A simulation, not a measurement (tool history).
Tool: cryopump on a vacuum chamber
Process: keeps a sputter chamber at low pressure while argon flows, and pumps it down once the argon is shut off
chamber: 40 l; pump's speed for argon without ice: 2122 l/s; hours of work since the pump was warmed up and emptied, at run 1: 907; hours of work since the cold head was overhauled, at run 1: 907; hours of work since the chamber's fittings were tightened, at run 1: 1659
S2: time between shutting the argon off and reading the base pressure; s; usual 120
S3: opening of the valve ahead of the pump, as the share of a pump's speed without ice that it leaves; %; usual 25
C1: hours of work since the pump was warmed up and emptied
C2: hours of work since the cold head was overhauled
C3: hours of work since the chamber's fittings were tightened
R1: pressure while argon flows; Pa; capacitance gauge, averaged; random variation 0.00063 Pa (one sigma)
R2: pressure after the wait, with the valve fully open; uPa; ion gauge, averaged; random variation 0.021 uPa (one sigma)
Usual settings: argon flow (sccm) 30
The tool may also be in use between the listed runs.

run 1 day=0 | argon_flow_(sccm)=30 S2=120 S3=25 | C1=907 C2=907 C3=1659 | R1=0.1004 R2=0.95
run 2 day=2.65 | argon_flow_(sccm)=30 S2=120 S3=25 | C1=932 C2=932 C3=1685 | R1=0.1006 R2=0.97
run 3 day=4.296 | argon_flow_(sccm)=30 S2=120 S3=25 | C1=948 C2=948 C3=1701 | R1=0.1005 R2=0.96
run 4 day=7.175 | argon_flow_(sccm)=30 S2=120 S3=25 | C1=976 C2=976 C3=1728 | R1=0.1011 R2=0.96
run 5 day=8.546 | argon_flow_(sccm)=30 S2=120 S3=25 | C1=989 C2=989 C3=1742 | R1=0.1019 R2=0.95
run 6 day=11.442 | argon_flow_(sccm)=30 S2=120 S3=25 | C1=1017 C2=1017 C3=1769 | R1=0.1019 R2=0.98
run 7 day=13.367 | argon_flow_(sccm)=30 S2=120 S3=25 | C1=1035 C2=1035 C3=1788 | R1=0.1019 R2=1.01
run 8 day=14.833 | argon_flow_(sccm)=19 S2=260 S3=18 | C1=1050 C2=1050 C3=1802 | R1=0.0879 R2=0.91
-- day=17.238 pump warmed up, emptied and cooled again
run 9 day=17.717 | argon_flow_(sccm)=19 S2=260 S3=18 | C1=5 C2=1075 C3=1828 | R1=0.0835 R2=0.78
run 10 day=20.433 | argon_flow_(sccm)=17 S2=162 S3=30 | C1=31 C2=1101 C3=1854 | R1=0.0453 R2=0.79
run 11 day=23.192 | argon_flow_(sccm)=17 S2=162 S3=30 | C1=57 C2=1128 C3=1880 | R1=0.0451 R2=0.81
run 12 day=24.825 | argon_flow_(sccm)=17 S2=162 S3=30 | C1=73 C2=1144 C3=1896 | R1=0.0462 R2=0.86
run 13 day=27.121 | argon_flow_(sccm)=52 S2=41 S3=24 | C1=95 C2=1166 C3=1918 | R1=0.1747 R2=1.25

How the hidden state differs across the entries between the runs, from the last listed run before each to the first after it:
Between runs 8 and 9: pump warmed up, emptied and cooled again (day 17.238)
  pump's speed, % of a pump's without ice: 80.1 -> 99.9; leak into the chamber, uPa l/s: 1395 -> 1410
  measured less the result without the state, R1: +0.0039 -> +0.0001 Pa; R2: +0.67 -> +0.53 uPa
